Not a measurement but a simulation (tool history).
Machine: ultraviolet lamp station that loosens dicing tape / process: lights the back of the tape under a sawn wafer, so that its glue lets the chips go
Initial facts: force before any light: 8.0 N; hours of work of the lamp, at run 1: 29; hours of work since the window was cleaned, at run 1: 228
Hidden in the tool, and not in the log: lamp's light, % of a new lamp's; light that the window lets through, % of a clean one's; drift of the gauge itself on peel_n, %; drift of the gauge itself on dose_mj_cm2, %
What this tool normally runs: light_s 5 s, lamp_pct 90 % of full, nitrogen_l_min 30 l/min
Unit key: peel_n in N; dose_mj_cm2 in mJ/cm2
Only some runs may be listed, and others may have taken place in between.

run     day  light_s  lamp_pct  nitrogen_l_min  hours of work of the lamp  hours of work since the window was cleaned  peel_n  dose_mj_cm2
  1       0        5        90              30                         29                                         228   0.487          353
  2   0.346        5        90              30                         35                                         234   0.486          350
  3   0.817        5        90              11                         43                                         242    1.05          347
  4   1.183        5        90              11                         49                                         248   1.064          341
  5   1.488        5        90              11                         54                                         253   1.084          350
  6   2.054        5        76              30                         64                                         263   0.688          292
  7    2.55        5        93              30                         72                                         271   0.457          347
  8   3.096        5        93              30                         81                                         281   0.472          358
  9   3.538        5        93              30                         89                                         288   0.471          352
 10   3.946        5        93              30                         96                                         295   0.466          357
 11   4.575        5        93              30                        106                                         306   0.469          350
 12   5.079        5        90              29                        115                                         314   0.515          339
 13   5.592        3        90              29                        124                                         323   1.407          204
 14   6.029        5        90              30                        131                                         330   0.518          334
 15   6.562        5        88              30                        140                                         339   0.555          332
 16   7.092        5        90              30                        149                                         348   0.521          333
 17   7.558        5        90              30                        157                                         356    0.52          339
 18   8.204        5        90              30                        168                                         367   0.516          335
 19   8.838        5        82              30                        179                                         378   0.647          301
 20   9.367        5        90              11                        188                                         387   1.163          326
 21   9.779        5        78              30                        195                                         394   0.739          292
 22  10.258        5        78              30                        203                                         402    0.72          285
 23  10.642        2        71              13                        209                                         409    3.99          105
 24  11.179        3        61              13                        219                                         418   3.335          132
 25  11.471        3        82              13                        223                                         423    2.55          177
 26    12.1        3        90              28                        234                                         433   1.523          196
     12.167  -- window cleaned of glue's vapour
 27  12.662        5        94              30                        243                                           8   0.532          335
 28  13.133        5        92              30                        251                                          16   0.575          328
 29  13.492        8        96              20                        257                                          23   0.265          549
 30   14.05        8        96              20                        267                                          32   0.261          542
 31  14.717        4        99              36                        278                                          43   0.684          277
 32  15.246        5        77              30                        287                                          52   0.839          275
 33  15.642        5        77              30                        294                                          59   0.836          267
     15.883  -- window cleaned of glue's vapour, once more
 34   16.05        8        87              19                        301                                           3   0.279          529
 35   16.55        7        89              31                        309                                          11   0.239          472
 36  17.038       10        89              31                        317                                          20    0.16          684
 37  17.538       10        89              31                        326                                          28   0.158          673
 38  17.821        5        80              25                        331                                          33   0.745          303
 39  18.333        7        80              11                        339                                          42   0.708          425
 40  18.979        5        90              18                        350                                          53   0.739          338
 41  19.304        5        95              18                        356                                          58   0.656          357
 42  19.592        5        95              18                        361                                          63   0.679          353

Selected run-to-run steps in peel_n, each split into two signed amounts: the part the tool would show with no hidden state at all (from settings, incoming material and random variation), and the remainder, which goes to the hidden state together with any gauge scatter not common to the measured and the hidden-state-free results:
Run 22 -> 23: light_s 5 -> 2, lamp_pct 78 -> 71, nitrogen_l_min 30 -> 13. peel_n +3.27 N: hidden state +0.138, all else +3.132.
Run 25 -> 26: lamp_pct 82 -> 90, nitrogen_l_min 13 -> 28. peel_n -1.027 N: hidden state -0.049, all else -0.978.
Run 26 -> 27: light_s 3 -> 5, lamp_pct 90 -> 94, nitrogen_l_min 28 -> 30, window cleaned of glue's vapour. peel_n -0.991 N: hidden state -0.126, all else -0.865.
Run 30 -> 31: light_s 8 -> 4, lamp_pct 96 -> 99, nitrogen_l_min 20 -> 36. peel_n +0.423 N: hidden state +0.128, all else +0.295.
Run 33 -> 34: light_s 5 -> 8, lamp_pct 77 -> 87, nitrogen_l_min 30 -> 19, window cleaned of glue's vapour, once more. peel_n -0.557 N: hidden state -0.19, all else -0.367.
